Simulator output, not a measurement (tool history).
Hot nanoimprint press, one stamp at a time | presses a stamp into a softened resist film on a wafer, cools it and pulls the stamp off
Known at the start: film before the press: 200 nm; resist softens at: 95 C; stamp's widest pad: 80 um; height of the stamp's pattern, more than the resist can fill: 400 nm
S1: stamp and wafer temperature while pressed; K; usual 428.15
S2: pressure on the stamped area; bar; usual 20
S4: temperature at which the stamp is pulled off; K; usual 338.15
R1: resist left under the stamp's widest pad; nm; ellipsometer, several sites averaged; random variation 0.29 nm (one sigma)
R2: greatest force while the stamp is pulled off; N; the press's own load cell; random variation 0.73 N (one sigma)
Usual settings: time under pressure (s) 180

run 1 day=0 | S1=428.15 S2=20 time_under_pressure_(s)=180 S4=338.15 | R1=80.4 R2=150.4
run 2 day=0.483 | S1=428.15 S2=20 time_under_pressure_(s)=180 S4=338.15 | R1=80.4 R2=150.9
run 3 day=1.15 | S1=428.15 S2=20 time_under_pressure_(s)=180 S4=338.15 | R1=80.8 R2=151.5
run 4 day=1.904 | S1=428.15 S2=20 time_under_pressure_(s)=180 S4=338.15 | R1=80.6 R2=150.5
run 5 day=2.425 | S1=428.15 S2=20 time_under_pressure_(s)=180 S4=338.15 | R1=81 R2=150.8
run 6 day=3.183 | S1=428.15 S2=20 time_under_pressure_(s)=180 S4=338.15 | R1=81 R2=150.9
run 7 day=3.942 | S1=428.15 S2=20 time_under_pressure_(s)=180 S4=338.15 | R1=80.4 R2=150.6
run 8 day=4.575 | S1=428.15 S2=20 time_under_pressure_(s)=180 S4=338.15 | R1=80.3 R2=151
run 9 day=4.967 | S1=428.15 S2=20 time_under_pressure_(s)=180 S4=338.15 | R1=80.7 R2=149.2
-- day=5.696 stamp cleaned and given a new release coat
run 10 day=5.838 | S1=428.15 S2=20 time_under_pressure_(s)=180 S4=338.15 | R1=80.5 R2=149.7
run 11 day=6.408 | S1=428.15 S2=20 time_under_pressure_(s)=115 S4=338.15 | R1=95.1 R2=151.1
run 12 day=6.804 | S1=428.15 S2=20 time_under_pressure_(s)=115 S4=338.15 | R1=95 R2=150.4
run 13 day=7.458 | S1=418.15 S2=20 time_under_pressure_(s)=180 S4=338.15 | R1=127.4 R2=150.6
run 14 day=8.121 | S1=418.15 S2=20 time_under_pressure_(s)=180 S4=338.15 | R1=128.2 R2=151
run 15 day=8.896 | S1=428.15 S2=20 time_under_pressure_(s)=180 S4=338.15 | R1=80.9 R2=150.2
run 16 day=9.596 | S1=419.15 S2=27.4 time_under_pressure_(s)=113 S4=332.15 | R1=125.1 R2=172.2

Forecast run 17:
run 17 day=10.55 | S1=419.15 S2=27.4 time_under_pressure_(s)=113 S4=332.15 | R1=? R2=?

{"run 17": {"R1": 125.1, "R2": 171.5}}
Without the tool's hidden state the same run would have given R1 124.8 nm, R2 171 N.
